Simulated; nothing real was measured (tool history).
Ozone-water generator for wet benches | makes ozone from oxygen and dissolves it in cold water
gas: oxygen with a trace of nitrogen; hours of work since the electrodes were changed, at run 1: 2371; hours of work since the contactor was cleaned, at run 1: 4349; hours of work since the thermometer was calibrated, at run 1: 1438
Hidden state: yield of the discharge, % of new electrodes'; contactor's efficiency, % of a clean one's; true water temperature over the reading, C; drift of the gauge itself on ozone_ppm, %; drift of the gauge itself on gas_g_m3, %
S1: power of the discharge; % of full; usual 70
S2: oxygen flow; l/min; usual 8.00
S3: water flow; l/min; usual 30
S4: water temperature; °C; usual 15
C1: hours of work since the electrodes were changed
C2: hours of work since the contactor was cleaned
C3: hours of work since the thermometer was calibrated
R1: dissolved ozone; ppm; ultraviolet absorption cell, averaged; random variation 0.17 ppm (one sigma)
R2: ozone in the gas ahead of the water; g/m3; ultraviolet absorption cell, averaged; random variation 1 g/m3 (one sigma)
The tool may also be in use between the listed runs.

run,hour,S1,S2,S3,S4,C1,C2,C3,R1,R2
1,0.0,70,8.00,30,15,2371,4349,1438,21.2,172.6
2,49.8,70,8.00,30,15,2419,4396,1486,21.7,170.7
3,129.2,70,8.00,30,15,2495,4472,1562,21.3,170.6
# hour 159.4: contactor cleaned
4,192.7,70,4.42,30,15,2552,32,1619,19.3,217.3
5,268.0,70,4.42,30,15,2624,104,1691,19.0,215.8
6,342.8,70,6.84,30,15,2696,176,1763,21.1,183.1
7,417.5,70,6.84,30,15,2767,247,1834,21.1,183.4
8,481.6,68,5.96,30,17,2829,308,1895,19.6,189.3
9,538.2,41,8.00,30,19,2883,363,1950,14.5,120.9
10,587.6,47,4.69,30,14,2930,410,1997,15.1,164.0
11,655.1,84,10.30,30,15,2995,475,2062,25.1,173.0
12,693.4,84,10.30,30,15,3031,511,2098,25.2,171.3
13,736.2,47,8.00,30,9,3072,552,2139,17.9,131.5

5 ways to go on from here, each from the tool as it stands after run 13. What would each give?
A,777.5,44,8.00,22,15,3112,592,2179,?,?
B,777.5,79,8.00,22,22,3112,592,2179,?,?
C,777.5,74,8.00,25,15,3112,592,2179,?,?
D,777.5,70,8.00,36,15,3112,592,2179,?,?
E,777.5,81,8.00,45,13,3112,592,2179,?,?

run,R1,R2
A,19.8,125.2
B,25.4,184.6
C,25.1,173.1
D,18.7,169.5
E,17.8,184.4
Without the tool's hidden state the same runs would have given:
run,R1,R2
A,20.8,131.2
B,27.5,198.6
C,27.1,185.7
D,20.2,181.4
E,19.3,198.7
